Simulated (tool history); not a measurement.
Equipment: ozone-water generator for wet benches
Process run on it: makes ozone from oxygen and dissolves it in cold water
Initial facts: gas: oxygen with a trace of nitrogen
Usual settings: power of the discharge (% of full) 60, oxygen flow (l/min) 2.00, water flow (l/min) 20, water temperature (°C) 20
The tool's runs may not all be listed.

| run | hour | power of the discharge (% of full) | oxygen flow (l/min) | water flow (l/min) | water temperature (°C) | dissolved ozone (ppm) | ozone in the gas ahead of the water (g/m3) |
|---|---|---|---|---|---|---|---|
| 1 | 0.0 | 60 | 2.00 | 20 | 20 | 10.0 | 185.4 |
| 2 | 131.6 | 60 | 2.00 | 13 | 20 | 15.3 | 183.8 |
| 3 | 338.0 | 60 | 2.00 | 20 | 20 | 10.2 | 183.6 |
|  | 419.6 | water thermometer calibrated |
| 4 | 546.5 | 60 | 1.96 | 20 | 20 | 10.1 | 186.8 |
| 5 | 747.0 | 60 | 2.00 | 20 | 20 | 10.3 | 186.1 |
| 6 | 925.2 | 60 | 2.00 | 20 | 20 | 10.1 | 184.6 |
| 7 | 1119.1 | 60 | 2.00 | 18 | 20 | 11.5 | 184.7 |
| 8 | 1296.9 | 60 | 2.94 | 20 | 20 | 10.9 | 149.6 |
| 9 | 1483.2 | 60 | 2.00 | 20 | 20 | 10.1 | 185.1 |
| 10 | 1653.5 | 60 | 2.00 | 20 | 20 | 10.2 | 182.9 |
| 11 | 1768.1 | 68 | 2.00 | 20 | 20 | 10.9 | 199.7 |
| 12 | 1964.9 | 68 | 2.00 | 20 | 20 | 11.4 | 198.4 |
| 13 | 2113.1 | 68 | 2.00 | 20 | 20 | 11.0 | 199.2 |
| 14 | 2260.8 | 68 | 1.97 | 20 | 20 | 10.9 | 201.0 |
| 15 | 2388.4 | 68 | 1.97 | 20 | 20 | 11.0 | 201.6 |
| 16 | 2487.2 | 68 | 1.97 | 20 | 20 | 11.0 | 199.9 |
| 17 | 2672.2 | 68 | 1.97 | 20 | 20 | 11.0 | 199.7 |
| 18 | 2766.8 | 68 | 1.97 | 20 | 20 | 10.9 | 202.3 |
| 19 | 2868.7 | 58 | 2.00 | 20 | 17 | 10.1 | 176.6 |
| 20 | 3036.1 | 58 | 2.00 | 20 | 17 | 10.2 | 176.4 |
| 21 | 3237.1 | 58 | 2.00 | 20 | 17 | 10.0 | 177.8 |
|  | 3287.8 | contactor cleaned |
| 22 | 3422.6 | 58 | 2.00 | 20 | 17 | 10.0 | 176.1 |
| 23 | 3534.3 | 60 | 1.03 | 20 | 20 | 8.7 | 262.8 |
|  | 3551.9 | electrodes of the discharge changed |
| 24 | 3687.0 | 50 | 1.35 | 24 | 13 | 7.0 | 200.0 |
| 25 | 3829.9 | 50 | 1.35 | 24 | 22 | 6.5 | 200.9 |
| 26 | 3938.2 | 67 | 1.58 | 20 | 20 | 10.4 | 223.5 |
| 27 | 4111.2 | 51 | 3.37 | 20 | 12 | 10.6 | 120.6 |
| 28 | 4248.7 | 64 | 2.90 | 18 | 20 | 12.4 | 155.4 |
| 29 | 4351.1 | 60 | 2.00 | 20 | 15 | 10.6 | 182.0 |
| 30 | 4473.8 | 60 | 2.00 | 20 | 26 | 9.6 | 181.8 |
| 31 | 4621.4 | 50 | 2.00 | 23 | 26 | 7.4 | 159.2 |
| 32 | 4806.9 | 91 | 1.04 | 26 | 24 | 8.3 | 342.4 |

3 ways to go on from here, each from the tool as it stands after run 32. What would each give?
| A | 4907.9 | 74 | 3.42 | 26 | 25 | ? | ? |
| B | 4907.9 | 60 | 2.22 | 30 | 12 | ? | ? |
| C | 4907.9 | 91 | 2.32 | 27 | 24 | ? | ? |

| run | dissolved ozone (ppm) | ozone in the gas ahead of the water (g/m3) |
|---|---|---|
| A | 9.4 | 155.0 |
| B | 6.9 | 171.1 |
| C | 9.9 | 222.2 |
Take away the tool's hidden state, keep each run's random variation, and the runs would have read:
| run | dissolved ozone (ppm) | ozone in the gas ahead of the water (g/m3) |
|---|---|---|
| A | 9.4 | 159.4 |
| B | 6.9 | 176.0 |
| C | 10.0 | 228.6 |
